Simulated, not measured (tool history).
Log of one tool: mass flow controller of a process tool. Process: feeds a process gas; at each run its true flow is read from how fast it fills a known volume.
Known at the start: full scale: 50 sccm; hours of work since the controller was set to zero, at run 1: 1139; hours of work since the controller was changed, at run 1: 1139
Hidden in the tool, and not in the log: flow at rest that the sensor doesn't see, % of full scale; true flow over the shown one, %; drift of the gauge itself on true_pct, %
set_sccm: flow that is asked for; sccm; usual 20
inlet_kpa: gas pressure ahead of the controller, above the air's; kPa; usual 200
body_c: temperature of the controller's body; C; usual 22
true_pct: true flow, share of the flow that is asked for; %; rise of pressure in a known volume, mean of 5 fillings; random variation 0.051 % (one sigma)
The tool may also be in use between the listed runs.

| run | hour | set_sccm | inlet_kpa | body_c | hours of work since the controller was set to zero | hours of work since the controller was changed | true_pct |
|---|---|---|---|---|---|---|---|
| 1 | 0 | 20 | 200 | 22 | 1139 | 1139 | 98.15 |
| 2 | 79.2 | 20 | 200 | 22 | 1184 | 1184 | 98.06 |
| 3 | 184.5 | 20 | 200 | 22 | 1243 | 1243 | 98.12 |
| 4 | 279.3 | 20 | 200 | 22 | 1297 | 1297 | 98.13 |
| 5 | 384 | 20 | 200 | 22 | 1356 | 1356 | 98.17 |
| 6 | 546.7 | 20 | 200 | 22 | 1448 | 1448 | 98.17 |
| 7 | 668.3 | 20 | 237 | 22 | 1517 | 1517 | 98.62 |
| 8 | 798.5 | 6 | 237 | 22 | 1591 | 1591 | 97.76 |
| 9 | 927.5 | 6 | 237 | 22 | 1664 | 1664 | 97.84 |
| 10 | 1006 | 6 | 237 | 38 | 1709 | 1709 | 98.23 |
| 11 | 1160.3 | 20 | 200 | 22 | 1796 | 1796 | 98.48 |
| 12 | 1234.5 | 20 | 200 | 22 | 1838 | 1838 | 98.54 |
| 13 | 1370.7 | 44 | 145 | 38 | 1915 | 1915 | 99.91 |
| 14 | 1512.4 | 44 | 145 | 38 | 1996 | 1996 | 99.96 |
| 15 | 1590.1 | 44 | 145 | 38 | 2040 | 2040 | 100.03 |
| 16 | 1690.9 | 8 | 215 | 21 | 2097 | 2097 | 97.95 |
| 17 | 1807.8 | 9 | 199 | 26 | 2163 | 2163 | 98.12 |
| 18 | 1977.1 | 20 | 156 | 31 | 2259 | 2259 | 98.59 |
| 19 | 2116.4 | 20 | 156 | 31 | 2338 | 2338 | 98.58 |
| 20 | 2261 | 13 | 156 | 22 | 2420 | 2420 | 98.09 |
| 21 | 2339 | 40 | 191 | 30 | 2464 | 2464 | 100.1 |
| 22 | 2510.2 | 20 | 182 | 22 | 2561 | 2561 | 98.67 |
| 23 | 2666.6 | 42 | 200 | 22 | 2649 | 2649 | 100.23 |
| 24 | 2754.6 | 42 | 200 | 22 | 2699 | 2699 | 100.26 |

5 ways to go on from here, each from the tool as it stands after run 24. What would each give?
| A | 2855.9 | 12 | 200 | 34 | 2757 | 2757 | ? |
| B | 2855.9 | 7 | 146 | 20 | 2757 | 2757 | ? |
| C | 2855.9 | 42 | 157 | 25 | 2757 | 2757 | ? |
| D | 2855.9 | 5 | 269 | 22 | 2757 | 2757 | ? |
| E | 2855.9 | 40 | 200 | 22 | 2757 | 2757 | ? |

| run | true_pct |
|---|---|
| A | 98.73 |
| B | 97.71 |
| C | 100.16 |
| D | 98.51 |
| E | 100.21 |
Without the tool's hidden state the same runs would have given:
| run | true_pct |
|---|---|
| A | 97.88 |
| B | 96.87 |
| C | 99.31 |
| D | 97.66 |
| E | 99.35 |
